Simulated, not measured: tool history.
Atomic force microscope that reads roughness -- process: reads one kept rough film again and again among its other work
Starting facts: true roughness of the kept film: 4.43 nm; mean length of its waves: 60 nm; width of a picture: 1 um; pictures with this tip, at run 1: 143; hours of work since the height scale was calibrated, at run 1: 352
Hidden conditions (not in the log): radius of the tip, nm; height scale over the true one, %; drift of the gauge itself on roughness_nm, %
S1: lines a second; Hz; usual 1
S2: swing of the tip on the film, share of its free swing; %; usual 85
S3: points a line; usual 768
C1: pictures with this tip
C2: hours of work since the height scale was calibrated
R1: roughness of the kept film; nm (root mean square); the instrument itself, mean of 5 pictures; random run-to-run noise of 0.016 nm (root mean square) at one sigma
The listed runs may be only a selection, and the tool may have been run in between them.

run	hour	S1	S2	S3	C1	C2	R1
1	0	1	85	768	143	352	3.535
2	39.3	1	85	768	213	376	3.429
# hour 47.3: new tip fitted
3	88.1	1	85	768	73	406	3.749
4	158.3	1	85	768	199	449	3.519
# hour 170.2: new tip fitted
5	238	1	78	768	121	498	3.677
6	287.9	1	78	768	211	529	3.523
# hour 294: new tip fitted
7	358.1	1	78	768	114	572	3.722
# hour 419.8: new tip fitted
8	424.3	1	78	768	9	612	3.923
9	477.5	1	78	768	104	645	3.721
10	512.6	1	78	768	166	667	3.588
# hour 547.3: new tip fitted
11	552.1	1	78	768	8	691	3.895
12	614.1	1	78	768	119	729	3.663
# hour 670.5: new tip fitted
13	693.4	1	78	768	41	778	3.855
14	737.5	1	78	768	120	805	3.707
15	772.1	1	78	768	182	827	3.601
# hour 797.9: new tip fitted
16	816.6	1	85	531	33	854	3.777
17	894.9	1	85	768	173	902	3.509
# hour 926.1: new tip fitted
18	971.8	1	85	768	82	949	3.678
19	1014	1.87	86	472	157	975	3.277
# hour 1049.1: new tip fitted
20	1068.4	1.87	86	472	34	1009	3.519
21	1138	1.87	86	472	159	1052	3.298
# hour 1176.9: new tip fitted
22	1194.5	1	70	378	32	1086	3.897
23	1237.4	1	70	378	109	1113	3.752
24	1287	0.79	56	768	197	1143	3.714
# hour 1292: height scale calibrated on a step standard
# hour 1306.4: new tip fitted
25	1361.9	3	59	768	100	43	3.67
# hour 1432.9: new tip fitted
26	1438.8	0.67	74	362	10	90	3.907
27	1499.2	0.67	74	362	118	127	3.696
28	1538.6	1	65	779	189	152	3.597
# hour 1557.2: new tip fitted
29	1574.8	3.16	60	974	31	174	3.737
# hour 1580: height scale calibrated on a step standard, once more
30	1627	1	59	768	123	29	3.91
31	1663.3	1	59	768	188	51	3.778
# hour 1683.8: new tip fitted
32	1721	1.47	70	408	66	87	3.848
33	1755.8	1.47	70	408	128	108	3.745
34	1792.4	1.47	70	408	194	131	3.584
# hour 1811.1: new tip fitted
35	1831.8	1	74	1009	37	155	3.952
36	1866.5	1	74	1009	99	176	3.818

Consider 4 possible next runs. They are alternatives, not a sequence: every one starts from the tool as it was left by run 36. What does each give?
# hour 1936.2: new tip fitted
A	1936.2	3.2	57	907	0	219	?
# hour 1936.2: new tip fitted
B	1936.2	1.83	85	768	0	219	?
# hour 1936.2: new tip fitted
C	1936.2	0.63	85	555	0	219	?
# hour 1936.2: new tip fitted
D	1936.2	0.9	58	859	0	219	?

run	R1
A	4.013
B	3.643
C	3.946
D	4.143
The same runs, with their run-to-run variation unchanged, on a tool lacking any hidden condition would have given:
run	R1
A	4.029
B	3.658
C	3.962
D	4.16
